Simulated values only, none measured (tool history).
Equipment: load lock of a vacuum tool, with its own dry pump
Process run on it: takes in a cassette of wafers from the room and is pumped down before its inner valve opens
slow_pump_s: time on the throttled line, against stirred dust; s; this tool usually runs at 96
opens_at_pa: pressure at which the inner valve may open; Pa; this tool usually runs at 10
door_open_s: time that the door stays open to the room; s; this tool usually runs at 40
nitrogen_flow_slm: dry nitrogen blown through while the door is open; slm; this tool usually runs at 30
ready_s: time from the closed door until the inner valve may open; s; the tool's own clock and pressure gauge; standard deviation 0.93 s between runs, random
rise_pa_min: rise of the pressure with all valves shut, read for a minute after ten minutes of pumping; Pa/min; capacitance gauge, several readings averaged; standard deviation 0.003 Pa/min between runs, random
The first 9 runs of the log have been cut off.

run    hour  slow_pump_s  opens_at_pa  door_open_s  nitrogen_flow_slm  incoming humidity of the room's air, %  ready_s  rise_pa_min
 10   715.6           96           10           40                 30                                    46.4    158.8        0.043
 11   807.3           96           10           40                 30                                    46.6    158.8        0.048
 12   866.6           96           10           40                 30                                      46    157.9        0.045
 13   994.6           96           10           40                 30                                    43.2    158.8        0.046
 14  1094.6           71           10           40                 30                                    48.6    139.3        0.047
 15  1170.2           71           10           40                 30                                    45.3    138.7        0.049
 16    1277           71            8           40                 30                                    47.3    141.7        0.045
 17  1393.2           71            8           40                 30                                      46    142.9        0.048
 18  1452.7           74           12           40                 30                                    44.9    140.3         0.05
 19  1554.9           62           10           40                 30                                    47.6    132.9        0.051
 20  1676.7          171           16           96                 10                                    42.3    212.3        0.081
 21  1734.9          169           17          122                 44                                    43.7    211.1        0.062
 22  1817.5           58           10           40                 30                                    44.5    130.4        0.055
 23  1892.6           58           10           40                 30                                    46.7    130.6        0.054
 24  1960.7           61           18           38                 30                                    44.7    125.9        0.054
 25  2072.6           61           18           38                 30                                      45    128.5        0.057
 26  2202.6           61           18           38                 30                                    48.9    127.8        0.058
 27  2290.1           61           18           38                 30                                    45.2    128.2        0.061
 28  2375.1           61           18           38                 30                                    45.5    126.8        0.053
 29  2443.9           96           10           35                 24                                    48.9    163.6        0.059
 30    2514           96           10           50                  7                                    42.9    160.4        0.076
 31  2593.4           96            7           40                 23                                      47    162.5        0.067
 32  2696.4          110            7           40                 23                                    48.8    174.7        0.056

Here are 3 independent what-if runs from the current tool condition. What would each one return?
  A  2772.9          110            7           40                  9                                    45.6        ?            ?
  B  2772.9          110            7           46                 20                                    44.2        ?            ?
  C  2772.9          110           10           40                 23                                    45.8        ?            ?

run  ready_s  rise_pa_min
  A    176.4        0.071
  B    174.5        0.062
  C    172.1        0.059
What these runs would have given with no unlogged condition in the tool:
run  ready_s  rise_pa_min
  A    163.2        0.029
  B    161.5        0.019
  C    159.8        0.018
